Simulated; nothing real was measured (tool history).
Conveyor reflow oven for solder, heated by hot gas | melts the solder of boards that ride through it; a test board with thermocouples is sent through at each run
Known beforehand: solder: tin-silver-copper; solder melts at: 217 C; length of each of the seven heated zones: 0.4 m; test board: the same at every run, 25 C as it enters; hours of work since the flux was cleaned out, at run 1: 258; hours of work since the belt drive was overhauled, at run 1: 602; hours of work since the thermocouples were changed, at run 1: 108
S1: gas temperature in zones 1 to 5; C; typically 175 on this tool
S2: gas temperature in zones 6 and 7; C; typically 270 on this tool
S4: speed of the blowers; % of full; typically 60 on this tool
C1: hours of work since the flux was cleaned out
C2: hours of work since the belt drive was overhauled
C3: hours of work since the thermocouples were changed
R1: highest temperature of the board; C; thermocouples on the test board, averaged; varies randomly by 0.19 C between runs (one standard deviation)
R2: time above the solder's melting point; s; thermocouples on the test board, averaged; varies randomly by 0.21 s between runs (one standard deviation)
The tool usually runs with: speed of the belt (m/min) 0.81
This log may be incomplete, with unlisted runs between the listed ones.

{"run": 1, "day": 0.0, "S1": 175, "S2": 270, "speed of the belt (m/min)": 0.81, "S4": 60, "C1": 258, "C2": 602, "C3": 108, "R1": 255.1, "R2": 46.7}
{"run": 2, "day": 1.562, "S1": 175, "S2": 274, "speed of the belt (m/min)": 0.81, "S4": 60, "C1": 283, "C2": 627, "C3": 133, "R1": 258.7, "R2": 48.5}
{"run": 3, "day": 3.112, "S1": 175, "S2": 270, "speed of the belt (m/min)": 0.81, "S4": 60, "C1": 308, "C2": 652, "C3": 158, "R1": 255.4, "R2": 46.3}
{"run": 4, "day": 4.825, "S1": 175, "S2": 270, "speed of the belt (m/min)": 0.81, "S4": 60, "C1": 336, "C2": 680, "C3": 185, "R1": 255.5, "R2": 46.2}
{"run": 5, "day": 5.975, "S1": 175, "S2": 270, "speed of the belt (m/min)": 0.81, "S4": 60, "C1": 354, "C2": 698, "C3": 204, "R1": 255.1, "R2": 46.3}
{"day": 6.7, "done": "flux residue cleaned out of gas plates and filters"}
{"run": 6, "day": 7.675, "S1": 175, "S2": 270, "speed of the belt (m/min)": 0.81, "S4": 87, "C1": 16, "C2": 722, "C3": 228, "R1": 262.1, "R2": 50.3}
{"run": 7, "day": 8.85, "S1": 175, "S2": 270, "speed of the belt (m/min)": 0.81, "S4": 60, "C1": 34, "C2": 741, "C3": 246, "R1": 255.8, "R2": 46.3}
{"run": 8, "day": 10.238, "S1": 175, "S2": 270, "speed of the belt (m/min)": 0.81, "S4": 73, "C1": 57, "C2": 763, "C3": 269, "R1": 258.9, "R2": 49.1}
{"run": 9, "day": 11.983, "S1": 175, "S2": 269, "speed of the belt (m/min)": 0.81, "S4": 73, "C1": 85, "C2": 791, "C3": 297, "R1": 258, "R2": 48.1}
{"run": 10, "day": 13.854, "S1": 170, "S2": 269, "speed of the belt (m/min)": 0.81, "S4": 73, "C1": 115, "C2": 821, "C3": 327, "R1": 257.6, "R2": 47.1}
{"run": 11, "day": 15.442, "S1": 170, "S2": 269, "speed of the belt (m/min)": 0.81, "S4": 73, "C1": 140, "C2": 847, "C3": 352, "R1": 257.6, "R2": 46.9}
{"run": 12, "day": 16.979, "S1": 178, "S2": 270, "speed of the belt (m/min)": 0.81, "S4": 60, "C1": 165, "C2": 871, "C3": 377, "R1": 256.1, "R2": 47.5}
{"run": 13, "day": 19.112, "S1": 178, "S2": 270, "speed of the belt (m/min)": 0.81, "S4": 60, "C1": 199, "C2": 905, "C3": 411, "R1": 255.9, "R2": 47.3}
{"run": 14, "day": 20.679, "S1": 178, "S2": 270, "speed of the belt (m/min)": 0.81, "S4": 60, "C1": 224, "C2": 931, "C3": 436, "R1": 255.8, "R2": 47.8}
{"run": 15, "day": 23.162, "S1": 178, "S2": 270, "speed of the belt (m/min)": 0.81, "S4": 60, "C1": 264, "C2": 970, "C3": 476, "R1": 256, "R2": 47.4}
{"run": 16, "day": 24.954, "S1": 188, "S2": 279, "speed of the belt (m/min)": 0.826, "S4": 52, "C1": 293, "C2": 999, "C3": 505, "R1": 261.9, "R2": 51.6}
{"run": 17, "day": 26.033, "S1": 168, "S2": 270, "speed of the belt (m/min)": 0.81, "S4": 60, "C1": 310, "C2": 1016, "C3": 522, "R1": 253.8, "R2": 43.9}
{"run": 18, "day": 27.683, "S1": 175, "S2": 272, "speed of the belt (m/min)": 0.925, "S4": 60, "C1": 337, "C2": 1043, "C3": 548, "R1": 252.6, "R2": 38.9}
{"run": 19, "day": 29.012, "S1": 173, "S2": 270, "speed of the belt (m/min)": 0.841, "S4": 60, "C1": 358, "C2": 1064, "C3": 570, "R1": 253.7, "R2": 43.1}
{"day": 29.638, "done": "flux residue cleaned out of gas plates and filters"}
{"run": 20, "day": 30.454, "S1": 166, "S2": 270, "speed of the belt (m/min)": 0.841, "S4": 56, "C1": 13, "C2": 1084, "C3": 590, "R1": 250.9, "R2": 39.6}
{"run": 21, "day": 32.875, "S1": 175, "S2": 285, "speed of the belt (m/min)": 0.759, "S4": 60, "C1": 52, "C2": 1123, "C3": 628, "R1": 270.7, "R2": 57}
{"run": 22, "day": 34.096, "S1": 175, "S2": 285, "speed of the belt (m/min)": 0.759, "S4": 60, "C1": 72, "C2": 1142, "C3": 648, "R1": 271.1, "R2": 56.5}
{"run": 23, "day": 36.525, "S1": 175, "S2": 285, "speed of the belt (m/min)": 0.759, "S4": 60, "C1": 110, "C2": 1181, "C3": 687, "R1": 271.1, "R2": 56.2}
{"run": 24, "day": 37.708, "S1": 175, "S2": 285, "speed of the belt (m/min)": 0.7, "S4": 60, "C1": 129, "C2": 1200, "C3": 706, "R1": 273, "R2": 62.6}
{"run": 25, "day": 39.967, "S1": 175, "S2": 277, "speed of the belt (m/min)": 0.861, "S4": 60, "C1": 166, "C2": 1237, "C3": 742, "R1": 259.4, "R2": 45.2}
{"run": 26, "day": 41.938, "S1": 175, "S2": 270, "speed of the belt (m/min)": 0.712, "S4": 71, "C1": 197, "C2": 1268, "C3": 774, "R1": 261.8, "R2": 57}
{"run": 27, "day": 43.467, "S1": 189, "S2": 260, "speed of the belt (m/min)": 0.708, "S4": 61, "C1": 222, "C2": 1293, "C3": 798, "R1": 251.6, "R2": 57.4}
{"run": 28, "day": 45.208, "S1": 175, "S2": 274, "speed of the belt (m/min)": 0.81, "S4": 53, "C1": 250, "C2": 1321, "C3": 826, "R1": 256.8, "R2": 46.6}
{"run": 29, "day": 46.679, "S1": 175, "S2": 270, "speed of the belt (m/min)": 0.81, "S4": 64, "C1": 273, "C2": 1344, "C3": 850, "R1": 256.4, "R2": 47.2}
{"run": 30, "day": 48.992, "S1": 160, "S2": 261, "speed of the belt (m/min)": 0.671, "S4": 75, "C1": 310, "C2": 1381, "C3": 887, "R1": 253.6, "R2": 54}

Each row is a separate what-if for the run after 30, all from the same tool condition, not one after another. Results?
{"run": "A", "day": 51.058, "S1": 169, "S2": 263, "speed of the belt (m/min)": 0.81, "S4": 60, "C1": 344, "C2": 1414, "C3": 920, "R1": "?", "R2": "?"}
{"run": "B", "day": 51.058, "S1": 175, "S2": 269, "speed of the belt (m/min)": 0.81, "S4": 60, "C1": 344, "C2": 1414, "C3": 920, "R1": "?", "R2": "?"}
{"run": "C", "day": 51.058, "S1": 187, "S2": 277, "speed of the belt (m/min)": 0.87, "S4": 60, "C1": 344, "C2": 1414, "C3": 920, "R1": "?", "R2": "?"}

run=A R1=248.5 R2=41.1
run=B R1=254.5 R2=46.1
run=C R1=261.6 R2=48.6
Without the tool's hidden state the same runs would have given:
run=A R1=248.4 R2=41
run=B R1=254.4 R2=46
run=C R1=261.5 R2=48.5
